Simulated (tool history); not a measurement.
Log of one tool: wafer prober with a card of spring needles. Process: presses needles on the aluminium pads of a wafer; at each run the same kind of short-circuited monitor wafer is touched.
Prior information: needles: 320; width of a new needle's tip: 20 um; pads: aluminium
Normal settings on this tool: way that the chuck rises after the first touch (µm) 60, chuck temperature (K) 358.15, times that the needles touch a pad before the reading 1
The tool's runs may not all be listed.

run	hour	way that the chuck rises after the first touch (µm)	chuck temperature (K)	times that the needles touch a pad before the reading	resistance of one needle with its contact and lead (mohm)	way that a needle slides on the pad (µm)
1	0	60	358.15	1	287	10.315
# hour 21.3: tips cleaned on abrasive film
2	31.5	60	342.15	1	328	10.3
# hour 41.8: tips cleaned on abrasive film
# hour 63: tips cleaned on abrasive film
# hour 86.2: tips cleaned on abrasive film
3	95.9	60	342.15	2	301	10.274
# hour 108: tips cleaned on abrasive film
# hour 128.7: tips cleaned on abrasive film
4	141.1	60	358.15	2	307	10.256
# hour 150.6: tips cleaned on abrasive film
# hour 173.9: tips cleaned on abrasive film
5	176.3	60	358.15	2	295	10.23
# hour 193.1: tips cleaned on abrasive film
# hour 206.7: height of the first contact set anew
6	207.9	60	358.15	2	311	10.327
# hour 212.8: tips cleaned on abrasive film
# hour 233.2: tips cleaned on abrasive film
7	242.7	60	358.15	1	324	10.296
# hour 257.1: tips cleaned on abrasive film
# hour 280.9: tips cleaned on abrasive film
8	291.7	60	358.15	1	322	10.283
# hour 303.8: tips cleaned on abrasive film
# hour 325.6: tips cleaned on abrasive film
9	341.3	60	358.15	1	322	10.277
# hour 348.4: tips cleaned on abrasive film
# hour 369.7: tips cleaned on abrasive film
# hour 393.5: tips cleaned on abrasive film
10	403.5	60	358.15	1	328	10.262
# hour 412.9: tips cleaned on abrasive film
# hour 433.8: tips cleaned on abrasive film
# hour 452.9: tips cleaned on abrasive film
# hour 458: height of the first contact set anew
11	458.2	60	358.15	1	317	10.318
# hour 474.8: tips cleaned on abrasive film
# hour 498.7: tips cleaned on abrasive film
# hour 517.9: tips cleaned on abrasive film
12	522.6	60	358.15	1	315	10.287
# hour 538.2: tips cleaned on abrasive film
# hour 561.1: tips cleaned on abrasive film
# hour 583: tips cleaned on abrasive film
13	589.3	60	370.15	1	321	10.276
# hour 603: tips cleaned on abrasive film
# hour 625: tips cleaned on abrasive film
14	628.3	60	390.15	1	311	10.255
# hour 646.9: tips cleaned on abrasive film
# hour 670.3: tips cleaned on abrasive film
15	674.6	54	355.15	2	305	9.195
# hour 692.8: tips cleaned on abrasive film
# hour 709.2: height of the first contact set anew
# hour 713.9: tips cleaned on abrasive film
# hour 737.6: tips cleaned on abrasive film
16	742.9	72	358.15	2	289	12.371
# hour 761.5: tips cleaned on abrasive film
# hour 782.6: tips cleaned on abrasive film
17	791.1	43	360.15	2	344	7.374
# hour 803.3: tips cleaned on abrasive film
# hour 827: tips cleaned on abrasive film
18	844.3	43	360.15	2	347	7.343
# hour 848.6: tips cleaned on abrasive film
# hour 868.4: tips cleaned on abrasive film
19	874.2	60	322.15	2	295	10.257
# hour 889: tips cleaned on abrasive film
# hour 908.8: tips cleaned on abrasive film
# hour 930.8: tips cleaned on abrasive film
20	937.7	65	333.15	3	288	11.077
# hour 954.2: tips cleaned on abrasive film
# hour 961.9: height of the first contact set anew
# hour 975.9: tips cleaned on abrasive film
21	975.9	57	304.15	3	270	9.803
# hour 996.9: tips cleaned on abrasive film
# hour 1018.5: tips cleaned on abrasive film
# hour 1041.7: tips cleaned on abrasive film
22	1048	74	360.15	2	295	12.692
# hour 1062.4: tips cleaned on abrasive film
# hour 1083: tips cleaned on abrasive film
# hour 1104.3: tips cleaned on abrasive film
23	1104.8	74	360.15	2	282	12.671
# hour 1127.8: tips cleaned on abrasive film
# hour 1148.8: tips cleaned on abrasive film
24	1164.1	74	360.15	2	299	12.654
# hour 1169: tips cleaned on abrasive film
# hour 1189.3: tips cleaned on abrasive film
# hour 1211.6: tips cleaned on abrasive film
# hour 1211.9: height of the first contact set anew
# hour 1233.5: tips cleaned on abrasive film
25	1234.7	74	360.15	3	283	12.716
# hour 1253: tips cleaned on abrasive film
# hour 1273.3: tips cleaned on abrasive film
26	1288.8	57	305.15	2	304	9.783
# hour 1293.7: tips cleaned on abrasive film
# hour 1314.5: tips cleaned on abrasive film
# hour 1335.4: tips cleaned on abrasive film
27	1335.4	72	299.15	2	268	12.332
# hour 1357: tips cleaned on abrasive film
28	1375.8	54	317.15	2	317	9.223

Predict each of these 5 candidate next runs independently; none follows another, all start after run 28:
# hour 1380.5: tips cleaned on abrasive film
# hour 1402.9: tips cleaned on abrasive film
# hour 1423.2: tips cleaned on abrasive film
A	1437.4	64	312.15	3	?	?
# hour 1380.5: tips cleaned on abrasive film
# hour 1402.9: tips cleaned on abrasive film
# hour 1423.2: tips cleaned on abrasive film
B	1437.4	54	315.15	1	?	?
# hour 1380.5: tips cleaned on abrasive film
# hour 1402.9: tips cleaned on abrasive film
# hour 1423.2: tips cleaned on abrasive film
C	1437.4	54	381.15	2	?	?
# hour 1380.5: tips cleaned on abrasive film
# hour 1402.9: tips cleaned on abrasive film
# hour 1423.2: tips cleaned on abrasive film
D	1437.4	54	380.15	2	?	?
# hour 1380.5: tips cleaned on abrasive film
# hour 1402.9: tips cleaned on abrasive film
# hour 1423.2: tips cleaned on abrasive film
E	1437.4	42	305.15	2	?	?

run	resistance of one needle with its contact and lead (mohm)	way that a needle slides on the pad (µm)
A	288	10.923
B	343	9.206
C	324	9.188
D	332	9.205
E	347	7.146
What these runs would have given with no unlogged condition in the tool:
run	resistance of one needle with its contact and lead (mohm)	way that a needle slides on the pad (µm)
A	268	11.009
B	272	9.292
C	286	9.274
D	292	9.291
E	276	7.232
